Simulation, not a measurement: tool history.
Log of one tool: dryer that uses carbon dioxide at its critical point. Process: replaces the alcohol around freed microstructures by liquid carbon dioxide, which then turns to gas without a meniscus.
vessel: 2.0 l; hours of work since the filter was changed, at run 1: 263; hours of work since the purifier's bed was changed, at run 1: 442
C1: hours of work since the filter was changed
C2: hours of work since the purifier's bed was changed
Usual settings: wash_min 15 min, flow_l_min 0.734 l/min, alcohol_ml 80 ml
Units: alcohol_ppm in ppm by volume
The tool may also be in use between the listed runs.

Run 1, hour 0: usual settings; C1 263; C2 442. Result: alcohol_ppm 758 ppm by volume.
Run 2, hour 26.9: usual settings; C1 283; C2 462. Result: alcohol_ppm 774 ppm by volume.
Run 3, hour 61.5: usual settings; C1 308; C2 488. Result: alcohol_ppm 819 ppm by volume.
At hour 76.9: inlet filter changed.
Run 4, hour 82.9: usual settings; C1 4; C2 503. Result: alcohol_ppm 431 ppm by volume.
Run 5, hour 113.3: usual settings but alcohol_ml 48 ml; C1 27; C2 525. Result: alcohol_ppm 304 ppm by volume.
Run 6, hour 140.5: usual settings but alcohol_ml 48 ml; C1 47; C2 545. Result: alcohol_ppm 314 ppm by volume.
Run 7, hour 165.8: usual settings but alcohol_ml 48 ml; C1 66; C2 564. Result: alcohol_ppm 337 ppm by volume.
Run 8, hour 188.3: usual settings but wash_min 14 min, flow_l_min 0.817 l/min, alcohol_ml 56 ml; C1 82; C2 580. Result: alcohol_ppm 348 ppm by volume.
Run 9, hour 219.1: usual settings but wash_min 14 min, flow_l_min 0.817 l/min, alcohol_ml 56 ml; C1 105; C2 603. Result: alcohol_ppm 358 ppm by volume.
Run 10, hour 259.3: usual settings but wash_min 14 min, flow_l_min 0.817 l/min, alcohol_ml 56 ml; C1 134; C2 633. Result: alcohol_ppm 386 ppm by volume.
Run 11, hour 282.8: usual settings but wash_min 13 min, flow_l_min 1.166 l/min, alcohol_ml 40 ml; C1 152; C2 650. Result: alcohol_ppm 137 ppm by volume.

4 ways to go on from here, each from the tool as it stands after run 11. What would each give?
Run A, hour 299.3: usual settings but wash_min 21 min, flow_l_min 0.475 l/min, alcohol_ml 40 ml; C1 164; C2 662. Result: alcohol_ppm ?.
Run B, hour 299.3: usual settings but flow_l_min 0.647 l/min, alcohol_ml 83 ml; C1 164; C2 662. Result: alcohol_ppm ?.
Run C, hour 299.3: usual settings but wash_min 22 min, flow_l_min 0.899 l/min, alcohol_ml 40 ml; C1 164; C2 662. Result: alcohol_ppm ?.
Run D, hour 299.3: usual settings but wash_min 12 min, flow_l_min 1.022 l/min, alcohol_ml 44 ml; C1 164; C2 662. Result: alcohol_ppm ?.

run  alcohol_ppm
  A          474
  B         1021
  C          107
  D          269
Without the tool's hidden state the same runs would have given:
run  alcohol_ppm
  A          275
  B          663
  C           18
  D          122
